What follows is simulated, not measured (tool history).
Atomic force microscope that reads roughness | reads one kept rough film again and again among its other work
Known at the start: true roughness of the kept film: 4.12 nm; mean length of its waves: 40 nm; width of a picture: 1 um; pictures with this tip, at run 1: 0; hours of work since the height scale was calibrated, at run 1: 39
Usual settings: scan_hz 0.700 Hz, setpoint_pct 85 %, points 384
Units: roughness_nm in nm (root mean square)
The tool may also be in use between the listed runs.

run     day  scan_hz  setpoint_pct  points  pictures with this tip  hours of work since the height scale was calibrated  roughness_nm
  1   0.000    0.700            85     384                       0                                                   39         3.690
  2   1.221    0.700            85     384                      35                                                   55         3.640
  3   3.504    0.700            85     384                      98                                                   84         3.604
  4   4.712    0.700            85     384                     132                                                   99         3.570
  5   6.088    0.700            85     384                     171                                                  116         3.509
  6   7.225    0.700            85     384                     202                                                  130         3.520
  7   9.196    0.700            85     384                     257                                                  155         3.476
  8  11.562    1.503            64     464                     323                                                  185         3.465
     12.692  -- new tip fitted
  9  12.958    1.224            64     464                       8                                                  202         3.752
 10  14.404    1.224            64     464                      48                                                  220         3.708
 11  16.558    1.224            64     464                     108                                                  247         3.638
 12  18.246    3.457            56     384                     155                                                  268         3.590
 13  19.667    1.713            85     263                     195                                                  286         3.313
 14  22.317    1.713            85     263                     269                                                  319         3.279

Forecast each of these 4 alternatives for the next run:
  A  23.446    1.973            85     417                     301                                                  334             ?
  B  23.446    1.713            56     263                     301                                                  334             ?
  C  23.446    3.027            85     788                     301                                                  334             ?
  D  23.446    3.821            85     286                     301                                                  334             ?

run  roughness_nm
  A         3.227
  B         3.471
  C         3.054
  D         2.935
Without the tool's hidden state the same runs would have given:
run  roughness_nm
  A         3.470
  B         3.733
  C         3.285
  D         3.157

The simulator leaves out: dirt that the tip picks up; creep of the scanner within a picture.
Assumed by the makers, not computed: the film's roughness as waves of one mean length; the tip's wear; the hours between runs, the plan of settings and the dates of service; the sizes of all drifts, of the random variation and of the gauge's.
